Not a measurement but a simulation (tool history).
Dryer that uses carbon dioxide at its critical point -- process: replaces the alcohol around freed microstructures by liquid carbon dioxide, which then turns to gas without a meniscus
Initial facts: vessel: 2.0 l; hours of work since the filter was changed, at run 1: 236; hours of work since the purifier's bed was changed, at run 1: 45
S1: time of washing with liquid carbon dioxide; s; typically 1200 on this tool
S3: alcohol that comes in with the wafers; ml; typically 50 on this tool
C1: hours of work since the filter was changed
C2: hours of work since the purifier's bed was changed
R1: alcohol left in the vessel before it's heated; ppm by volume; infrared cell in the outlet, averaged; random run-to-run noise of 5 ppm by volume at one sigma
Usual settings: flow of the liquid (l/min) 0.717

Run 1, hour 0.0: usual settings; C1 236; C2 45. Result: R1 89 ppm by volume.
Run 2, hour 4.1: usual settings; C1 239; C2 48. Result: R1 93 ppm by volume.
Run 3, hour 9.4: usual settings; C1 242; C2 51. Result: R1 87 ppm by volume.
Run 4, hour 16.6: usual settings; C1 247; C2 56. Result: R1 93 ppm by volume.
Run 5, hour 25.2: usual settings; C1 253; C2 62. Result: R1 89 ppm by volume.
Run 6, hour 29.2: usual settings; C1 255; C2 64. Result: R1 85 ppm by volume.
Run 7, hour 38.4: usual settings; C1 262; C2 71. Result: R1 102 ppm by volume.
Run 8, hour 42.5: usual settings but flow of the liquid (l/min) 0.520; C1 264; C2 73. Result: R1 414 ppm by volume.
Run 9, hour 50.4: usual settings but flow of the liquid (l/min) 0.520; C1 270; C2 79. Result: R1 431 ppm by volume.
Run 10, hour 58.4: usual settings but flow of the liquid (l/min) 0.520; C1 275; C2 84. Result: R1 439 ppm by volume.
Run 11, hour 65.0: usual settings but flow of the liquid (l/min) 0.520; C1 279; C2 88. Result: R1 441 ppm by volume.
Run 12, hour 68.7: usual settings; C1 282; C2 91. Result: R1 117 ppm by volume.
Run 13, hour 73.1: usual settings; C1 285; C2 94. Result: R1 115 ppm by volume.
Run 14, hour 79.1: usual settings; C1 289; C2 98. Result: R1 134 ppm by volume.
Run 15, hour 87.7: usual settings but S1 780 s, flow of the liquid (l/min) 0.947, S3 39 ml; C1 295; C2 104. Result: R1 174 ppm by volume.
At hour 92.9: inlet filter changed.
Run 16, hour 95.2: usual settings but S1 780 s, flow of the liquid (l/min) 0.947, S3 39 ml; C1 2; C2 108. Result: R1 91 ppm by volume.
Run 17, hour 103.2: usual settings but S1 780 s, flow of the liquid (l/min) 0.947, S3 39 ml; C1 7; C2 113. Result: R1 96 ppm by volume.
Run 18, hour 111.0: usual settings but S1 1380 s, flow of the liquid (l/min) 0.991, S3 23 ml; C1 12; C2 119. Result: R1 50 ppm by volume.
Run 19, hour 115.3: usual settings but S1 1020 s, flow of the liquid (l/min) 0.621, S3 28 ml; C1 15; C2 121. Result: R1 140 ppm by volume.
Run 20, hour 122.1: usual settings but S1 1860 s, flow of the liquid (l/min) 1.059, S3 28 ml; C1 20; C2 126. Result: R1 48 ppm by volume.
Run 21, hour 126.6: usual settings but S1 1860 s, flow of the liquid (l/min) 1.059, S3 28 ml; C1 23; C2 129. Result: R1 46 ppm by volume.
Run 22, hour 135.2: usual settings but S1 1380 s, S3 33 ml; C1 28; C2 135. Result: R1 65 ppm by volume.
Run 23, hour 143.4: usual settings but S1 1560 s, flow of the liquid (l/min) 0.903, S3 30 ml; C1 34; C2 140. Result: R1 51 ppm by volume.
Run 24, hour 147.1: usual settings but S1 1680 s, flow of the liquid (l/min) 0.735; C1 36; C2 143. Result: R1 62 ppm by volume.

The next listed run, before its measurement:
Run 25, hour 154.0: usual settings but S1 1560 s, flow of the liquid (l/min) 0.999, S3 31 ml; C1 41; C2 147. Result: R1 ?.

For run 25 the tool returned R1 55 ppm by volume.
Take away the tool's hidden state, keep the run-to-run variation as it was, and the same run would have given R1 0 ppm by volume.

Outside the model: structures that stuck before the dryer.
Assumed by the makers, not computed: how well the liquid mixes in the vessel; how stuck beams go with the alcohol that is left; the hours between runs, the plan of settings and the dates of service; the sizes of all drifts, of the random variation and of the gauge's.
